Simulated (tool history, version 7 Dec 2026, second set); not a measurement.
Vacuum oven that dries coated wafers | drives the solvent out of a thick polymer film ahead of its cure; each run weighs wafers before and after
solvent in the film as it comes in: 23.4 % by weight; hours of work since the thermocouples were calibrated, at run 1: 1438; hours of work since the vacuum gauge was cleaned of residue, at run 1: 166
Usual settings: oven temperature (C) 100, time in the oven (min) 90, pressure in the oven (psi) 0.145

| run | hour | oven temperature (C) | time in the oven (min) | pressure in the oven (psi) | hours of work since the thermocouples were calibrated | hours of work since the vacuum gauge was cleaned of residue | solvent left in the film (%) |
|---|---|---|---|---|---|---|---|
| 1 | 0 | 100 | 90 | 0.145 | 1438 | 166 | 6.59 |
| 2 | 18.4 | 100 | 134 | 0.145 | 1451 | 178 | 4.15 |
| 3 | 26.9 | 100 | 134 | 0.145 | 1457 | 184 | 4.19 |
| 4 | 45.1 | 100 | 90 | 0.145 | 1469 | 197 | 6.72 |
| 5 | 53.3 | 100 | 90 | 0.145 | 1475 | 203 | 6.67 |
| 6 | 63.6 | 100 | 90 | 0.145 | 1482 | 210 | 6.62 |
|  | 66.5 | vacuum gauge cleaned of residue and calibrated |
| 7 | 80.2 | 100 | 90 | 0.145 | 1493 | 10 | 6.61 |
| 8 | 97.9 | 100 | 159 | 0.145 | 1505 | 22 | 3.34 |
| 9 | 117.4 | 100 | 90 | 0.426 | 1518 | 35 | 7.63 |
| 10 | 131.2 | 100 | 90 | 0.426 | 1528 | 45 | 7.74 |
|  | 145.3 | vacuum gauge cleaned of residue and calibrated, once more |
| 11 | 150.5 | 100 | 90 | 0.426 | 1540 | 4 | 7.85 |
| 12 | 161.5 | 113 | 90 | 0.145 | 1548 | 11 | 2.12 |
| 13 | 176.6 | 113 | 90 | 0.145 | 1558 | 22 | 2.09 |
| 14 | 189 | 113 | 141 | 0.145 | 1567 | 30 | 0.79 |
| 15 | 197 | 113 | 141 | 0.145 | 1573 | 36 | 0.92 |
| 16 | 206.9 | 102 | 70 | 0.074 | 1580 | 43 | 7.34 |
| 17 | 224 | 102 | 70 | 0.074 | 1591 | 55 | 7.43 |
| 18 | 235.4 | 109 | 140 | 0.454 | 1599 | 62 | 2.55 |
| 19 | 255.2 | 91 | 140 | 0.454 | 1613 | 76 | 9.4 |
| 20 | 268 | 109 | 90 | 0.084 | 1622 | 85 | 3.02 |
| 21 | 287 | 89 | 61 | 0.16 | 1635 | 98 | 13.59 |

Hidden state at the last listed run before each entry between runs and at the first one after, where it differs:
Between runs 6 and 7: vacuum gauge cleaned of residue and calibrated (hour 66.5)
  true wafer temperature over the reading, C: -2.75 -> -2.77; true pressure over the reading, kPa: 0.107 -> 0.156
  measured less the result without the state, solvent left in the film (%): +1.23 -> +1.25
Between runs 10 and 11: vacuum gauge cleaned of residue and calibrated, once more (hour 145.3)
  true wafer temperature over the reading, C: -2.83 -> -2.86; true pressure over the reading, kPa: 0.174 -> 0.017
  measured less the result without the state, solvent left in the film (%): +1.34 -> +1.27
